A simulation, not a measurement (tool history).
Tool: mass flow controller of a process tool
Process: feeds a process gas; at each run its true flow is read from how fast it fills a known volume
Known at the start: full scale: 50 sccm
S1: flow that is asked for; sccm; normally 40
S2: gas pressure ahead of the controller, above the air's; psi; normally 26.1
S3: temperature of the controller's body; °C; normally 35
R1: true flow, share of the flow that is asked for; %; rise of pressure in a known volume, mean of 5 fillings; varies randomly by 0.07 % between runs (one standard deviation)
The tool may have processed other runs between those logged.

run,hour,S1,S2,S3,R1
1,0.0,40,26.1,35,98.67
2,40.9,22,26.1,35,97.74
3,91.9,40,34.7,35,98.35
4,159.5,40,38.4,35,98.28
5,217.1,40,38.4,35,98.33
6,295.6,40,38.4,35,98.16
7,366.6,40,26.1,35,98.51
8,417.7,40,26.1,35,98.56
9,476.2,40,26.1,35,98.54
10,531.3,5,26.1,35,96.08
11,582.8,40,26.1,35,98.48
12,619.0,40,26.1,35,98.46
13,665.4,40,26.1,22,99.20

Expected results for the next run?
14,732.0,15,26.1,35,?

Run 14 yielded R1 97.02 %.
On a tool with no hidden condition, and with the same random variation, this run would have come out at R1 97.82 %.
